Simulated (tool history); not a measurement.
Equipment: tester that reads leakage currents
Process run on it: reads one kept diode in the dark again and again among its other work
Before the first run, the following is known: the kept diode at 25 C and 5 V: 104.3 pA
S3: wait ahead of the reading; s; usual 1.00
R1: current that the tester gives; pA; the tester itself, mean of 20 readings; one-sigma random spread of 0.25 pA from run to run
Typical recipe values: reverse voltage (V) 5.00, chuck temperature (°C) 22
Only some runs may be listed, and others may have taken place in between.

Run 1, hour 0.0: usual settings. Result: R1 81.17 pA.
Run 2, hour 63.9: usual settings. Result: R1 80.99 pA.
Run 3, hour 110.5: usual settings. Result: R1 80.94 pA.
Run 4, hour 188.5: usual settings. Result: R1 81.26 pA.
Run 5, hour 257.7: usual settings. Result: R1 81.00 pA.
Run 6, hour 304.4: usual settings. Result: R1 81.09 pA.
Run 7, hour 341.2: usual settings. Result: R1 81.04 pA.
Run 8, hour 404.7: usual settings but reverse voltage (V) 1.69, chuck temperature (°C) 56. Result: R1 603.63 pA.
Run 9, hour 468.9: usual settings but reverse voltage (V) 1.69, chuck temperature (°C) 56. Result: R1 604.55 pA.
Run 10, hour 533.9: usual settings but reverse voltage (V) 2.61, chuck temperature (°C) 45, S3 0.48 s. Result: R1 344.12 pA.
Run 11, hour 571.3: usual settings but reverse voltage (V) 16.87, chuck temperature (°C) 46, S3 0.67 s. Result: R1 1036.56 pA.
Run 12, hour 646.9: usual settings but reverse voltage (V) 1.38, chuck temperature (°C) 59, S3 0.56 s. Result: R1 660.32 pA.
Run 13, hour 721.4: usual settings but S3 7.24 s. Result: R1 80.09 pA.

Consider 4 possible next runs. They are alternatives, not a sequence: every one starts from the tool as it was left by run 13. What does each give?
Run A, hour 795.0: usual settings but reverse voltage (V) 12.72, chuck temperature (°C) 24, S3 8.07 s. Result: R1 ?.
Run B, hour 795.0: usual settings but S3 2.32 s. Result: R1 ?.
Run C, hour 795.0: usual settings but chuck temperature (°C) 52, S3 1.32 s. Result: R1 ?.
Run D, hour 795.0: usual settings but reverse voltage (V) 15.07, S3 1.32 s. Result: R1 ?.

run      R1
  A  160.27
  B   80.30
  C  816.58
  D  151.02
With no hidden state in the tool, these same runs would have given:
run      R1
  A  159.51
  B   81.07
  C  853.42
  D  147.91
